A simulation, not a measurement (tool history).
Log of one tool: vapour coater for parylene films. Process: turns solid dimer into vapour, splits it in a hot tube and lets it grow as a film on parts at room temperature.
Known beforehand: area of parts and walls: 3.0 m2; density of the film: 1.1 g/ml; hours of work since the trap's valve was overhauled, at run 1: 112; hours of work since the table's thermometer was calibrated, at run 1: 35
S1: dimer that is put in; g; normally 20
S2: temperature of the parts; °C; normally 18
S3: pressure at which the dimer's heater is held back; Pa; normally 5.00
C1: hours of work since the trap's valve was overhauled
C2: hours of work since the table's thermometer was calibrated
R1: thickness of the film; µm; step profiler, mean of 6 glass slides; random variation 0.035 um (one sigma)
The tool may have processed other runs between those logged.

{"run": 1, "day": 0.0, "S1": 20, "S2": 18, "S3": 5.0, "C1": 112, "C2": 35, "R1": 3.47}
{"run": 2, "day": 1.633, "S1": 20, "S2": 18, "S3": 5.0, "C1": 133, "C2": 55, "R1": 3.38}
{"run": 3, "day": 4.038, "S1": 20, "S2": 18, "S3": 5.0, "C1": 164, "C2": 86, "R1": 3.47}
{"run": 4, "day": 5.658, "S1": 20, "S2": 30, "S3": 5.0, "C1": 184, "C2": 107, "R1": 1.96}
{"run": 5, "day": 7.783, "S1": 20, "S2": 18, "S3": 5.0, "C1": 212, "C2": 134, "R1": 3.32}
{"run": 6, "day": 9.546, "S1": 15, "S2": 18, "S3": 5.0, "C1": 234, "C2": 156, "R1": 2.45}
{"run": 7, "day": 11.075, "S1": 15, "S2": 18, "S3": 5.0, "C1": 253, "C2": 176, "R1": 2.57}
{"run": 8, "day": 12.204, "S1": 15, "S2": 18, "S3": 5.0, "C1": 268, "C2": 190, "R1": 2.51}
{"run": 9, "day": 13.567, "S1": 15, "S2": 18, "S3": 5.0, "C1": 285, "C2": 207, "R1": 2.46}
{"run": 10, "day": 15.392, "S1": 20, "S2": 18, "S3": 3.16, "C1": 308, "C2": 231, "R1": 3.59}
{"run": 11, "day": 16.875, "S1": 20, "S2": 18, "S3": 3.16, "C1": 327, "C2": 250, "R1": 3.55}
{"run": 12, "day": 18.529, "S1": 15, "S2": 18, "S3": 5.0, "C1": 348, "C2": 271, "R1": 2.43}
{"run": 13, "day": 19.679, "S1": 20, "S2": 18, "S3": 5.0, "C1": 363, "C2": 285, "R1": 3.19}
{"run": 14, "day": 21.483, "S1": 30, "S2": 18, "S3": 5.0, "C1": 386, "C2": 308, "R1": 4.75}
{"run": 15, "day": 22.896, "S1": 30, "S2": 18, "S3": 5.0, "C1": 404, "C2": 326, "R1": 4.84}
{"run": 16, "day": 24.533, "S1": 20, "S2": 20, "S3": 5.0, "C1": 425, "C2": 347, "R1": 2.9}
{"run": 17, "day": 26.225, "S1": 14, "S2": 21, "S3": 7.7, "C1": 447, "C2": 369, "R1": 1.82}
{"run": 18, "day": 27.458, "S1": 20, "S2": 25, "S3": 5.0, "C1": 462, "C2": 385, "R1": 2.27}
{"run": 19, "day": 28.492, "S1": 29, "S2": 13, "S3": 5.0, "C1": 475, "C2": 398, "R1": 5.66}
{"run": 20, "day": 30.367, "S1": 20, "S2": 30, "S3": 3.65, "C1": 499, "C2": 422, "R1": 1.92}
{"run": 21, "day": 32.233, "S1": 20, "S2": 30, "S3": 3.65, "C1": 523, "C2": 445, "R1": 1.88}
{"run": 22, "day": 33.979, "S1": 20, "S2": 30, "S3": 3.65, "C1": 545, "C2": 468, "R1": 1.89}
{"run": 23, "day": 35.408, "S1": 26, "S2": 16, "S3": 5.0, "C1": 564, "C2": 486, "R1": 4.31}
{"run": 24, "day": 36.767, "S1": 26, "S2": 16, "S3": 5.0, "C1": 581, "C2": 503, "R1": 4.35}
{"run": 25, "day": 38.479, "S1": 26, "S2": 16, "S3": 5.0, "C1": 603, "C2": 525, "R1": 4.34}
{"run": 26, "day": 39.8, "S1": 12, "S2": 11, "S3": 2.59, "C1": 620, "C2": 542, "R1": 2.81}
{"run": 27, "day": 42.025, "S1": 8, "S2": 18, "S3": 5.0, "C1": 648, "C2": 570, "R1": 1.18}
{"run": 28, "day": 43.788, "S1": 8, "S2": 18, "S3": 5.67, "C1": 670, "C2": 593, "R1": 1.17}
{"run": 29, "day": 45.092, "S1": 8, "S2": 28, "S3": 11.37, "C1": 687, "C2": 609, "R1": 0.63}

Forecast each of these 4 alternatives for the next run:
{"day": 45.492, "done": "trap's valve overhauled"}
{"run": "A", "day": 46.896, "S1": 26, "S2": 26, "S3": 2.16, "C1": 18, "C2": 630, "R1": "?"}
{"day": 45.492, "done": "trap's valve overhauled"}
{"run": "B", "day": 46.896, "S1": 20, "S2": 15, "S3": 4.08, "C1": 18, "C2": 630, "R1": "?"}
{"day": 45.492, "done": "trap's valve overhauled"}
{"run": "C", "day": 46.896, "S1": 20, "S2": 17, "S3": 5.0, "C1": 18, "C2": 630, "R1": "?"}
{"day": 45.492, "done": "trap's valve overhauled"}
{"run": "D", "day": 46.896, "S1": 8, "S2": 10, "S3": 2.17, "C1": 18, "C2": 630, "R1": "?"}

run=A R1=3.62
run=B R1=4.09
run=C R1=3.55
run=D R1=2.33
With the hidden condition removed and each run's random variation left untouched, the same runs would have given:
run=A R1=3.75
run=B R1=4.23
run=C R1=3.67
run=D R1=2.40

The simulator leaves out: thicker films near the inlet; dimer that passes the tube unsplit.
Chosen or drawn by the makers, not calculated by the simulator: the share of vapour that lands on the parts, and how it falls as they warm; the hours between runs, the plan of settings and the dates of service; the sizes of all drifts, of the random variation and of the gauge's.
